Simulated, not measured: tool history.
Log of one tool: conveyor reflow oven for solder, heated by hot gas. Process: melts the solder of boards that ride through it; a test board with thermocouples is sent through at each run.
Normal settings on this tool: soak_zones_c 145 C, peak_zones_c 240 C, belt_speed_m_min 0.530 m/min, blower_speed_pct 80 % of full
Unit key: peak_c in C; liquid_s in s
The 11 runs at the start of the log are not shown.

run   hour  soak_zones_c  peak_zones_c  belt_speed_m_min  blower_speed_pct  hours of work since the flux was cleaned out  hours of work since the belt drive was overhauled  hours of work since the thermocouples were changed  peak_c  liquid_s
 12  140.4           145           244             0.530                80                                            34                                                328                                                 482   229.5      70.8
     145.4  -- belt drive overhauled, speed set with a stopwatch
 13  162.2           145           244             0.530                80                                            42                                                  8                                                 490   229.7      71.4
 14  178.9           145           244             0.530                80                                            50                                                 16                                                 498   229.6      71.2
 15  192.9           145           240             0.583                80                                            56                                                 22                                                 505   223.3      61.1
 16  211.8           141           233             0.540                76                                            65                                                 31                                                 513   217.5      60.3
     220.7  -- belt drive overhauled, speed set with a stopwatch, once more
 17  225.5           152           240             0.494                87                                            70                                                  2                                                 518   229.9      78.4
 18  235.4           158           228             0.573                60                                            74                                                  7                                                 523   210.4      55.6
 19  246.5           156           240             0.444                70                                            80                                                 12                                                 528   229.6      89.0
 20  257.8           156           240             0.444                70                                            85                                                 17                                                 533   229.6      88.6
 21  275.8           156           240             0.444                70                                            93                                                 26                                                 541   229.6      89.0
 22  286.4           145           232             0.481                80                                            98                                                 31                                                 546   221.3      73.3
 23  294.6           145           232             0.481                80                                           102                                                 35                                                 550   221.2      71.8
 24  306.8           145           228             0.530                66                                           108                                                 40                                                 556   211.4      55.4
 25  321.7           145           228             0.530                66                                           115                                                 47                                                 563   211.2      56.5
 26  331.7           131           240             0.530                68                                           120                                                 52                                                 568   219.4      58.1
 27  342.1           131           240             0.530                68                                           124                                                 57                                                 573   219.2      58.3
 28  353.4           131           240             0.530                68                                           130                                                 62                                                 578   219.2      58.2
 29  369.5           131           240             0.530                68                                           137                                                 70                                                 585   219.4      57.0
 30  386.9           145           240             0.530                84                                           145                                                 78                                                 594   226.4      68.8

Consider 5 possible next runs. They are alternatives, not a sequence: every one starts from the tool as it was left by run 30. What does each give?
  A  397.4           145           249             0.578                82                                           150                                                 83                                                 598       ?         ?
  B  397.4           145           240             0.530                60                                           150                                                 83                                                 598       ?         ?
  C  397.4           149           240             0.517                78                                           150                                                 83                                                 598       ?         ?
  D  397.4           145           245             0.530                80                                           150                                                 83                                                 598       ?         ?
  E  397.4           139           240             0.425                61                                           150                                                 83                                                 598       ?         ?

run  peak_c  liquid_s
  A   230.8      65.4
  B   219.3      62.8
  C   226.2      71.9
  D   229.9      70.5
  E   225.7      81.7
Stripped of hidden state, with their random variation kept, the same runs would have yielded:
run  peak_c  liquid_s
  A   231.5      65.6
  B   219.7      63.1
  C   226.6      72.0
  D   230.4      70.7
  E   226.0      81.9
